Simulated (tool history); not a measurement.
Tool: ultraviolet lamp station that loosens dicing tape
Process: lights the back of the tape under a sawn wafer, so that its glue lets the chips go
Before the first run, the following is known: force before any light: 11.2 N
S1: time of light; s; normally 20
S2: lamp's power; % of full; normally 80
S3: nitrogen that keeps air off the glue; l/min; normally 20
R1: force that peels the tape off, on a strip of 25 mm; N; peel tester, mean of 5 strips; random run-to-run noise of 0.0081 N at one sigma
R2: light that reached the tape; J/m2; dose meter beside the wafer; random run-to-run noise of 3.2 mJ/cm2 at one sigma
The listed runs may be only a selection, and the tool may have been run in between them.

run,day,S1,S2,S3,R1,R2
1,0.000,20,80,20,0.515,3820
2,1.758,20,80,27,0.464,3720
3,2.812,20,80,27,0.483,3710
4,3.812,20,80,27,0.308,4690
5,4.912,33,80,27,0.225,7720
6,5.871,20,80,20,0.343,4640
7,7.079,20,80,20,0.378,4550
8,8.950,20,80,20,0.374,4440
9,10.896,20,80,20,0.397,4320
10,12.542,20,80,20,0.408,4240
11,13.800,20,83,20,0.387,4450
12,15.275,20,83,20,0.401,4370
13,16.108,20,62,20,0.764,3160
14,17.479,20,62,20,0.773,3140
15,19.379,20,62,20,0.806,3100
16,20.662,20,62,20,0.808,3060
17,22.488,20,62,20,0.857,3000
18,23.383,20,61,20,0.918,2890
19,24.708,20,61,20,0.957,2890
20,25.954,20,61,20,0.947,2800
21,27.854,18,80,20,0.714,3300
22,28.912,14,80,20,1.266,2510
23,30.262,20,92,34,0.282,4820
24,31.929,20,92,34,0.305,4820
25,33.838,20,92,34,0.307,4680
26,35.362,20,94,13,0.429,4710
27,36.933,20,94,13,0.449,4630
28,38.296,35,91,7,0.266,7740
29,40.079,30,82,20,0.268,5830
30,41.808,27,78,19,0.331,4890
31,43.258,27,76,19,0.356,4740
32,44.946,27,76,19,0.265,5940
33,45.908,27,76,19,0.257,5790
34,46.967,15,90,7,1.043,3720
35,48.471,15,65,14,1.290,2700
36,50.158,34,65,19,0.260,6000
37,51.175,34,65,19,0.274,5810
38,52.396,34,65,19,0.272,5830
39,54.254,10,80,14,2.108,2040
40,55.750,10,80,14,2.139,2020
41,56.808,20,80,6,1.007,4000
42,58.708,20,80,6,1.059,3960
43,60.100,16,70,14,1.291,2750

Missing from the log above: 3 entries noted between runs. For each, name the pair of listed runs it sits between and say how the tool's hidden condition differs from the listed run just before to the listed run just after:
Between runs 3 and 4: lamp changed (day 3.117)
  lamp's light, % of a new lamp's: 77.6 -> 99.2; light that the window lets through, % of a clean one's: 95.5 -> 95.1
  measured result minus the result with no hidden state, R1: +0.192 -> +0.023 N; R2: -1290 -> -290 J/m2
Between runs 22 and 23: window cleaned of glue's vapour (day 29.750)
  lamp's light, % of a new lamp's: 86.1 -> 85.4; light that the window lets through, % of a clean one's: 83.2 -> 99.1
  measured result minus the result with no hidden state, R1: +0.632 -> +0.038 N; R2: -980 -> -880 J/m2
Between runs 31 and 32: lamp changed (day 43.462)
  lamp's light, % of a new lamp's: 78.9 -> 99.1; light that the window lets through, % of a clean one's: 93.3 -> 92.5
  measured result minus the result with no hidden state, R1: +0.110 -> +0.018 N; R2: -1690 -> -530 J/m2
